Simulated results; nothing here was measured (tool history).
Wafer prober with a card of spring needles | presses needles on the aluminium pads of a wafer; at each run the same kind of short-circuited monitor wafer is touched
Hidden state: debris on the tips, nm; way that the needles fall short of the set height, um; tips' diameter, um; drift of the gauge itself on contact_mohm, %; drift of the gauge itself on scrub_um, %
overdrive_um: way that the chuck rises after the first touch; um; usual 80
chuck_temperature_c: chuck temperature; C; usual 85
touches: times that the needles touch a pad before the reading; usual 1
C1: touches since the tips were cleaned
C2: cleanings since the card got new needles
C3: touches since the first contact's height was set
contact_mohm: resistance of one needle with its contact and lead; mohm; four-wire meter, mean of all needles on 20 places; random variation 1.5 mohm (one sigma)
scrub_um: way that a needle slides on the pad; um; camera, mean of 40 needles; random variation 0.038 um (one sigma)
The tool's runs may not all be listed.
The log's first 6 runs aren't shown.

-- hour=39.9 tips cleaned on abrasive film
run 7 hour=41.0 | overdrive_um=80 chuck_temperature_c=85 touches=2 | C1=531 C2=54 C3=19146 | contact_mohm=147 scrub_um=17.80
-- hour=47.1 tips cleaned on abrasive film
run 8 hour=50.9 | overdrive_um=80 chuck_temperature_c=85 touches=2 | C1=1818 C2=55 C3=23779 | contact_mohm=161 scrub_um=17.79
-- hour=54.8 tips cleaned on abrasive film
run 9 hour=59.1 | overdrive_um=80 chuck_temperature_c=68 touches=1 | C1=2055 C2=56 C3=27609 | contact_mohm=187 scrub_um=17.85
-- hour=61.9 tips cleaned on abrasive film
run 10 hour=66.2 | overdrive_um=80 chuck_temperature_c=85 touches=1 | C1=2060 C2=57 C3=30929 | contact_mohm=188 scrub_um=17.79
-- hour=69.3 tips cleaned on abrasive film
run 11 hour=72.6 | overdrive_um=80 chuck_temperature_c=85 touches=1 | C1=1569 C2=58 C3=33923 | contact_mohm=179 scrub_um=17.89
-- hour=76.9 tips cleaned on abrasive film
run 12 hour=81.3 | overdrive_um=80 chuck_temperature_c=85 touches=1 | C1=2096 C2=59 C3=37971 | contact_mohm=186 scrub_um=17.76
-- hour=84.2 tips cleaned on abrasive film
run 13 hour=90.4 | overdrive_um=80 chuck_temperature_c=85 touches=1 | C1=2923 C2=60 C3=42226 | contact_mohm=195 scrub_um=17.75
-- hour=91.4 tips cleaned on abrasive film
run 14 hour=96.3 | overdrive_um=80 chuck_temperature_c=85 touches=1 | C1=2348 C2=61 C3=45007 | contact_mohm=191 scrub_um=17.80
-- hour=99.2 tips cleaned on abrasive film
run 15 hour=102.1 | overdrive_um=80 chuck_temperature_c=85 touches=1 | C1=1377 C2=62 C3=47693 | contact_mohm=172 scrub_um=17.78
-- hour=106.8 tips cleaned on abrasive film
run 16 hour=109.4 | overdrive_um=80 chuck_temperature_c=85 touches=1 | C1=1271 C2=63 C3=51121 | contact_mohm=176 scrub_um=17.66
-- hour=114.1 tips cleaned on abrasive film
run 17 hour=115.4 | overdrive_um=80 chuck_temperature_c=85 touches=2 | C1=611 C2=64 C3=53908 | contact_mohm=146 scrub_um=17.75
run 18 hour=120.3 | overdrive_um=85 chuck_temperature_c=118 touches=2 | C1=2927 C2=64 C3=56224 | contact_mohm=169 scrub_um=18.81
-- hour=121.2 tips cleaned on abrasive film
run 19 hour=126.3 | overdrive_um=86 chuck_temperature_c=105 touches=1 | C1=2426 C2=65 C3=59017 | contact_mohm=189 scrub_um=18.96
-- hour=128.3 tips cleaned on abrasive film
run 20 hour=132.5 | overdrive_um=66 chuck_temperature_c=89 touches=1 | C1=1988 C2=66 C3=61875 | contact_mohm=205 scrub_um=14.62
-- hour=135.5 tips cleaned on abrasive film
run 21 hour=139.8 | overdrive_um=66 chuck_temperature_c=89 touches=1 | C1=2007 C2=67 C3=65289 | contact_mohm=207 scrub_um=14.58
-- hour=142.6 tips cleaned on abrasive film
run 22 hour=149.1 | overdrive_um=80 chuck_temperature_c=104 touches=2 | C1=3058 C2=68 C3=69663 | contact_mohm=174 scrub_um=17.69
-- hour=149.7 tips cleaned on abrasive film
-- hour=156.8 tips cleaned on abrasive film
run 23 hour=159.0 | overdrive_um=65 chuck_temperature_c=122 touches=1 | C1=1050 C2=70 C3=74278 | contact_mohm=186 scrub_um=14.35
-- hour=164.2 tips cleaned on abrasive film
run 24 hour=167.0 | overdrive_um=61 chuck_temperature_c=85 touches=1 | C1=1302 C2=71 C3=77991 | contact_mohm=199 scrub_um=13.45
-- hour=171.7 tips cleaned on abrasive film
run 25 hour=176.7 | overdrive_um=61 chuck_temperature_c=85 touches=1 | C1=2378 C2=72 C3=82535 | contact_mohm=229 scrub_um=13.39
-- hour=178.9 tips cleaned on abrasive film
run 26 hour=185.1 | overdrive_um=61 chuck_temperature_c=85 touches=1 | C1=2915 C2=73 C3=86470 | contact_mohm=229 scrub_um=13.39

Run 27 comes next. What will it give?
-- hour=186.0 tips cleaned on abrasive film
run 27 hour=191.1 | overdrive_um=80 chuck_temperature_c=37 touches=2 | C1=2431 C2=74 C3=89279 | contact_mohm=? scrub_um=?

{"run 27": {"contact_mohm": 162, "scrub_um": 17.62}}
Without the tool's hidden state the same run would have given contact_mohm 125 mohm, scrub_um 17.90 um.
